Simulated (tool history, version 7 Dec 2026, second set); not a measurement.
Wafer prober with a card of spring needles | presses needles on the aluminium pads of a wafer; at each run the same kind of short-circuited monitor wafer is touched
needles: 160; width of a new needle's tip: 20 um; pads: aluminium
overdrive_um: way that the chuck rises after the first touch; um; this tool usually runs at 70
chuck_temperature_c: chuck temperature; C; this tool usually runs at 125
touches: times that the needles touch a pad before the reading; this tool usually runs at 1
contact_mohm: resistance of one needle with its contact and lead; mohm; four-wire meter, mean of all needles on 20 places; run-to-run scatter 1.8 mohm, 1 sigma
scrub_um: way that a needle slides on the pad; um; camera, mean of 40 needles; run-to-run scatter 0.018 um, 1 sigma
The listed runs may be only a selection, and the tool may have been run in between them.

run	hour	overdrive_um	chuck_temperature_c	touches	contact_mohm	scrub_um
1	0	70	125	1	223	15.2
# hour 12.8: tips cleaned on abrasive film
# hour 28.7: tips cleaned on abrasive film
# hour 44.7: tips cleaned on abrasive film
2	46.6	70	125	1	227	15.13
# hour 50: height of the first contact set anew
# hour 59.7: tips cleaned on abrasive film
# hour 75.6: tips cleaned on abrasive film
# hour 91.6: tips cleaned on abrasive film
# hour 107.5: tips cleaned on abrasive film
# hour 121.6: tips cleaned on abrasive film
3	121.6	70	125	1	203	15.27
# hour 137.5: tips cleaned on abrasive film
# hour 150.3: tips cleaned on abrasive film
# hour 166.3: tips cleaned on abrasive film
4	169.5	70	125	1	233	15.24
# hour 179.1: tips cleaned on abrasive film
# hour 195.1: tips cleaned on abrasive film
# hour 211.1: tips cleaned on abrasive film
# hour 227: tips cleaned on abrasive film
# hour 243: tips cleaned on abrasive film
5	246	58	125	1	267	12.48
# hour 258.8: tips cleaned on abrasive film
# hour 259.1: height of the first contact set anew
# hour 275.1: tips cleaned on abrasive film
# hour 287.8: tips cleaned on abrasive film
# hour 303.8: tips cleaned on abrasive film
# hour 319.8: tips cleaned on abrasive film
# hour 335.7: tips cleaned on abrasive film
6	338.1	58	125	1	257	12.64
# hour 350.9: tips cleaned on abrasive film
# hour 366.9: tips cleaned on abrasive film
# hour 382.8: tips cleaned on abrasive film
7	384.8	70	125	1	220	15.25
# hour 397.6: tips cleaned on abrasive film
# hour 410.4: tips cleaned on abrasive film
# hour 426.3: tips cleaned on abrasive film
8	430.1	70	107	1	243	15.19
# hour 439.7: tips cleaned on abrasive film
# hour 452.5: tips cleaned on abrasive film
# hour 468.5: tips cleaned on abrasive film
# hour 468.8: height of the first contact set anew
# hour 484.7: tips cleaned on abrasive film
9	487.2	70	125	1	229	15.35
# hour 500: tips cleaned on abrasive film
# hour 516: tips cleaned on abrasive film
# hour 531.9: tips cleaned on abrasive film
10	534.5	70	125	1	240	15.3
# hour 547.3: tips cleaned on abrasive film
# hour 563.3: tips cleaned on abrasive film
# hour 576.1: tips cleaned on abrasive film
# hour 592: tips cleaned on abrasive film
# hour 604.8: tips cleaned on abrasive film
11	614.1	70	125	1	284	15.25
# hour 620.5: tips cleaned on abrasive film
# hour 636.5: tips cleaned on abrasive film
# hour 652.4: tips cleaned on abrasive film
# hour 668.4: tips cleaned on abrasive film
# hour 678.2: height of the first contact set anew
# hour 684.7: tips cleaned on abrasive film
# hour 700.6: tips cleaned on abrasive film
12	709.3	70	125	1	276	15.35
# hour 715.7: tips cleaned on abrasive film
# hour 731.7: tips cleaned on abrasive film
# hour 747.6: tips cleaned on abrasive film
# hour 763.6: tips cleaned on abrasive film
# hour 779.5: tips cleaned on abrasive film
# hour 792.3: tips cleaned on abrasive film
13	798.2	70	125	1	268	15.22
# hour 807.8: tips cleaned on abrasive film
# hour 823.8: tips cleaned on abrasive film
# hour 839.8: tips cleaned on abrasive film
# hour 855.7: tips cleaned on abrasive film
# hour 871.7: tips cleaned on abrasive film
# hour 884.4: tips cleaned on abrasive film
# hour 886.6: height of the first contact set anew
14	886.6	70	125	1	227	15.38
# hour 899.4: tips cleaned on abrasive film
# hour 915.4: tips cleaned on abrasive film
# hour 931.3: tips cleaned on abrasive film
15	942.6	70	125	1	302	15.34
# hour 945.9: tips cleaned on abrasive film
# hour 958.7: tips cleaned on abrasive film
# hour 974.6: tips cleaned on abrasive film
# hour 990.6: tips cleaned on abrasive film
# hour 1003.4: tips cleaned on abrasive film
16	1009.1	56	96	1	317	12.19
# hour 1018.7: tips cleaned on abrasive film
# hour 1034.7: tips cleaned on abrasive film
# hour 1050.6: tips cleaned on abrasive film
# hour 1066.6: tips cleaned on abrasive film
# hour 1082.6: tips cleaned on abrasive film
17	1091.3	56	96	1	342	12.07
# hour 1094.8: height of the first contact set anew
# hour 1098.1: tips cleaned on abrasive film
# hour 1114: tips cleaned on abrasive film
# hour 1130: tips cleaned on abrasive film
# hour 1145.9: tips cleaned on abrasive film
18	1158.5	56	96	1	382	12.27
# hour 1161.8: tips cleaned on abrasive film
# hour 1174.6: tips cleaned on abrasive film
# hour 1190.5: tips cleaned on abrasive film
# hour 1206.5: tips cleaned on abrasive film
19	1213.9	56	96	1	359	12.18
# hour 1220.3: tips cleaned on abrasive film
# hour 1236.3: tips cleaned on abrasive film
# hour 1252.2: tips cleaned on abrasive film
# hour 1268.2: tips cleaned on abrasive film
# hour 1281: tips cleaned on abrasive film
# hour 1295.3: tips cleaned on abrasive film
20	1295.3	90	60	1	180	19.55
# hour 1301.9: height of the first contact set anew
# hour 1311.5: tips cleaned on abrasive film
# hour 1327.5: tips cleaned on abrasive film
# hour 1343.4: tips cleaned on abrasive film
# hour 1356.6: tips cleaned on abrasive film
21	1356.6	90	80	1	184	19.7
# hour 1369.4: tips cleaned on abrasive film
# hour 1385.3: tips cleaned on abrasive film
# hour 1398.1: tips cleaned on abrasive film
# hour 1414.1: tips cleaned on abrasive film
22	1420.5	73	28	3	207	15.89
# hour 1427: tips cleaned on abrasive film
# hour 1443: tips cleaned on abrasive film
# hour 1458.9: tips cleaned on abrasive film
23	1461.5	71	54	3	195	15.41
# hour 1474.3: tips cleaned on abrasive film
# hour 1490.2: tips cleaned on abrasive film
# hour 1503: tips cleaned on abrasive film
# hour 1509.7: height of the first contact set anew
# hour 1519.3: tips cleaned on abrasive film
24	1521.3	71	54	3	193	15.6
# hour 1534: tips cleaned on abrasive film
# hour 1546.8: tips cleaned on abrasive film
# hour 1562.8: tips cleaned on abrasive film
25	1573.4	70	125	1	311	15.34

Below, some changes in contact_mohm between adjacent runs. For each, the amount present without the hidden state too (settings, incoming material, random variation) and the amount remaining for the hidden state with gauge scatter not shared by both compared results:
Hidden state at play: debris on the tips, nm; way that the needles fall short of the set height, um; tips' diameter, um; drift of the gauge itself on contact_mohm, %; drift of the gauge itself on scrub_um, %.
Run 19 -> 20: overdrive_um 56 -> 90, chuck_temperature_c 96 -> 60, tips cleaned on abrasive film, tips cleaned on abrasive film, tips cleaned on abrasive film, tips cleaned on abrasive film, tips cleaned on abrasive film, tips cleaned on abrasive film. contact_mohm -179 mohm: hidden state -161, all else -18.
Run 24 -> 25: overdrive_um 71 -> 70, chuck_temperature_c 54 -> 125, touches 3 -> 1, tips cleaned on abrasive film, tips cleaned on abrasive film, tips cleaned on abrasive film. contact_mohm +118 mohm: hidden state +102, all else +16.

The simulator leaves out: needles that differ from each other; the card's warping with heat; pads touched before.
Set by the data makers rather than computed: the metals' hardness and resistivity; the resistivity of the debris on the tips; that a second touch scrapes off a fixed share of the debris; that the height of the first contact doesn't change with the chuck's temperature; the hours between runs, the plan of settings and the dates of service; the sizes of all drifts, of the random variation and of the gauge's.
